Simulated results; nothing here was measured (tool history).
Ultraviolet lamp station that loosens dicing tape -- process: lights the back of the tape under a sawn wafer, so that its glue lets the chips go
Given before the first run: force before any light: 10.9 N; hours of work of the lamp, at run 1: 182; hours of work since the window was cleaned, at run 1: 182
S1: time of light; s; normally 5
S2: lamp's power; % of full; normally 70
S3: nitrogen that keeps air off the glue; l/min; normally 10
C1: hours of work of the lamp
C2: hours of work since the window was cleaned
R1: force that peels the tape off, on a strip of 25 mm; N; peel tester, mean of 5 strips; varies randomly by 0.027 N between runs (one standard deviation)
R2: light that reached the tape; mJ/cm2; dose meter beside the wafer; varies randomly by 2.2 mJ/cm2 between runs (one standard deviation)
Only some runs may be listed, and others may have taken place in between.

run    hour  S1  S2  S3    C1   C2     R1   R2
  1     0.0   5  70  10   182  182  1.563  177
  2    55.6   5  70  10   214  214  1.588  173
  3   104.8   5  70  12   242  242  1.438  173
  4   139.7   5  70  12   262  262  1.459  164
  5   165.9   5  70  12   277  277  1.505  165
  6   200.2   5  70  12   296  296  1.512  166
  7   231.7   5  70  10   314  314  1.794  167
  8   264.5   5  70  10   333  333  1.780  165
  9   307.1   5  70   4   357  357  3.013  161
 10   354.2   5  71  10   384  384  1.758  164
 11   389.9   5  71  10   404  404  1.883  157
 12   446.6   5  71  10   437  437  1.914  159
 13   470.4   5  71  10   450  450  1.967  155
      494.2  -- window cleaned of glue's vapour
 14   498.2   5  71  10   466    2  2.084  152
 15   546.5   5  71  10   493   30  2.100  147
 16   577.3   5  71  10   511   47  2.200  145
      600.0  -- window cleaned of glue's vapour, once more
 17   602.3   5  71   3   525    1  3.209  178
 18   642.6   5  71   3   548   24  3.245  174
 19   682.1   5  71   3   570   47  3.297  176
 20   712.5   5  70  10   588   64  1.686  170
 21   767.3   5  70  10   619   95  1.636  167
 22   808.9   5  70   7   642  119  2.246  165
 23   867.0   8  77  10   676  152  0.590  287
 24   894.9   5  95  17   691  168  0.698  217
 25   946.1   5  95  17   721  197  0.744  215
 26   981.5   4  95   5   741  217  2.662  166
 27  1021.0   4  95   5   763  240  2.641  167
 28  1068.6   4  88   5   790  267  2.876  154
 29  1109.0   4  66  10   813  290  3.035  115
 30  1135.0   4  66  10   828  305  3.027  112
 31  1189.2   4  66  10   859  336  3.100  111
 32  1237.8   4  68   6   887  364  3.980  113
 33  1293.7   8  81  10   919  395  0.672  264
 34  1327.0   3  70  10   938  414  4.147   84
 35  1384.2   3  80   4   970  447  5.313   95
     1413.5  -- window cleaned of glue's vapour
 36  1443.5   2  77   5  1004   17  6.086   71
 37  1471.5   2  86   4  1020   33  6.017   80
 38  1498.3   7  67   5  1035   48  1.881  208
 39  1551.3   6  97   5  1065   79  1.327  249
 40  1575.9   6  97   5  1079   93  1.297  248
 41  1601.4   6  62   6  1094  107  2.605  161
 42  1631.3   6  62   6  1111  124  2.508  159
 43  1683.2   6  93  10  1140  154  0.874  234

What would each run have given without the hidden state, its run-to-run variation left as it was?
Hidden state present: lamp's light, % of a new lamp's; light that the window lets through, % of a clean one's; drift of the gauge itself on peel_n, %; drift of the gauge itself on dose_mj_cm2, %.
run     R1   R2
  1  1.320  194
  2  1.303  193
  3  1.138  196
  4  1.135  187
  5  1.155  190
  6  1.136  193
  7  1.343  195
  8  1.315  195
  9  2.370  193
 10  1.233  200
 11  1.298  193
 12  1.285  198
 13  1.307  195
 14  1.303  197
 15  1.281  195
 16  1.322  194
 17  2.802  198
 18  2.797  196
 19  2.807  200
 20  1.309  195
 21  1.230  195
 22  1.709  195
 23  0.400  345
 24  0.462  263
 25  0.474  264
 26  1.910  208
 27  1.863  210
 28  2.037  197
 29  2.124  148
 30  2.093  146
 31  2.103  146
 32  2.817  152
 33  0.344  360
 34  2.907  116
 35  3.948  134
 36  5.305   87
 37  5.205   99
 38  1.254  261
 39  0.811  318
 40  0.779  319
 41  1.744  208
 42  1.654  207
 43  0.470  310

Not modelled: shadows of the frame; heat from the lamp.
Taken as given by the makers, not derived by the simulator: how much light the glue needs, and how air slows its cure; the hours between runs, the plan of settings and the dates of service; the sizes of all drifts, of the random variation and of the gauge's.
